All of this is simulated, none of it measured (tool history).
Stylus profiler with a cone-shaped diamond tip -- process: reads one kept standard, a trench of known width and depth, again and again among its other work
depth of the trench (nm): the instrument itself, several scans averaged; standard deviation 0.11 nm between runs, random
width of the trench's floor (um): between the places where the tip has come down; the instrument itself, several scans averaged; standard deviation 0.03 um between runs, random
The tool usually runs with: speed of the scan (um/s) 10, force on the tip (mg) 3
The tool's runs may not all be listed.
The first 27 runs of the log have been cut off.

| run | hour | speed of the scan (um/s) | force on the tip (mg) | depth of the trench (nm) | width of the trench's floor (um) |
|---|---|---|---|---|---|
| 28 | 1136.9 | 21 | 4.15 | 506.27 | 16.94 |
| 29 | 1194.2 | 21 | 4.15 | 506.31 | 16.9 |
| 30 | 1249.5 | 21 | 4.15 | 506.2 | 16.98 |
| 31 | 1285.3 | 3 | 2.46 | 504.34 | 17.01 |
| 32 | 1317.6 | 12 | 4.09 | 505.97 | 16.94 |
| 33 | 1369.3 | 4 | 2.86 | 504.8 | 17.01 |
| 34 | 1425.5 | 30 | 1.15 | 502.42 | 16.9 |
| 35 | 1482.4 | 30 | 1.15 | 502.54 | 16.89 |
| 36 | 1523 | 30 | 1.15 | 502.73 | 16.88 |
| 37 | 1564.5 | 33 | 4.81 | 506.71 | 16.94 |
| 38 | 1597.9 | 20 | 1.09 | 502.61 | 16.95 |
| 39 | 1622.4 | 12 | 1.05 | 502.63 | 16.96 |
| 40 | 1649.7 | 4 | 2.21 | 503.9 | 16.94 |
| 41 | 1691.8 | 4 | 2.21 | 503.96 | 16.98 |
| 42 | 1746.4 | 3 | 3.29 | 505.4 | 16.97 |
| 43 | 1777.1 | 3 | 3.29 | 505.16 | 16.94 |
| 44 | 1818.2 | 11 | 1.7 | 503.37 | 16.96 |
| 45 | 1849.6 | 3 | 1.7 | 503.34 | 16.91 |

Alternative continuations, all from the tool just after run 45; predict every row:
| A | 1900.4 | 19 | 6.5 | ? | ? |
| B | 1900.4 | 6 | 8.76 | ? | ? |
| C | 1900.4 | 10 | 6.34 | ? | ? |

| run | depth of the trench (nm) | width of the trench's floor (um) |
|---|---|---|
| A | 508.45 | 16.97 |
| B | 509.96 | 16.99 |
| C | 507.91 | 16.97 |
What these runs would have given with no unlogged condition in the tool:
| run | depth of the trench (nm) | width of the trench's floor (um) |
|---|---|---|
| A | 508.46 | 16.98 |
| B | 509.97 | 17 |
| C | 507.92 | 16.99 |
